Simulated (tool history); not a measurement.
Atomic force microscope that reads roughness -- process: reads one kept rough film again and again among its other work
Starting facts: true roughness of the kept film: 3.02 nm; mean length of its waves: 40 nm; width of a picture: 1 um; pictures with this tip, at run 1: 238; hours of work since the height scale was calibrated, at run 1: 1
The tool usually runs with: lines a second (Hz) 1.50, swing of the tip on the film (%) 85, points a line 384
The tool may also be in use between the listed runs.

run    day  lines a second (Hz)  swing of the tip on the film (%)  points a line  pictures with this tip  hours of work since the height scale was calibrated  roughness of the kept film (nm (root mean square))
  1  0.000                 1.50                                85            384                     238                                                    1                                               2.046
  2  0.392                 1.50                                85            384                     255                                                    6                                               2.029
  3  0.596                 1.50                                85            384                     264                                                    9                                               2.047
  4  0.971                 1.50                                85            384                     280                                                   14                                               1.998
  5  1.229                 1.50                                85            384                     291                                                   17                                               1.994
  6  1.450                 1.92                                85            384                     301                                                   20                                               1.891
  7  1.725                 0.68                                85            384                     313                                                   24                                               2.187
  8  2.071                 1.35                                85            384                     328                                                   28                                               1.981
  9  2.362                 1.35                                85            384                     341                                                   32                                               1.978
 10  2.712                 1.35                                85            384                     356                                                   37                                               1.971
     2.792  -- height scale calibrated on a step standard
 11  3.088                 1.05                                85            559                     371                                                    4                                               2.030
 12  3.300                 1.50                                68            439                     380                                                    7                                               2.123
     3.379  -- new tip fitted
 13  3.538                 1.36                                63            716                       7                                                   10                                               2.655
 14  3.771                 0.51                                63            716                      17                                                   13                                               2.696
     3.867  -- height scale calibrated on a step standard, once more
 15  3.996                 2.32                                85            811                      25                                                    2                                               2.112
 16  4.421                 1.87                                85            811                      44                                                    7                                               2.186
 17  4.825                 1.87                                85            811                      61                                                   13                                               2.172
 18  5.125                 1.87                                85            811                      74                                                   17                                               2.145
 19  5.458                 1.87                                74            811                      89                                                   21                                               2.358

Consider 3 possible next runs. They are alternatives, not a sequence: every one starts from the tool as it was left by run 19. What does each give?
  A  5.767                 2.67                                79            384                     102                                                   25                                                   ?
  B  5.767                 2.80                                85            384                     102                                                   25                                                   ?
  C  5.767                 1.27                                84            283                     102                                                   25                                                   ?

run  roughness of the kept film (nm (root mean square))
  A                                               2.097
  B                                               1.935
  C                                               2.262
With the hidden condition removed and each run's random variation left untouched, the same runs would have given:
run  roughness of the kept film (nm (root mean square))
  A                                               2.212
  B                                               2.040
  C                                               2.385
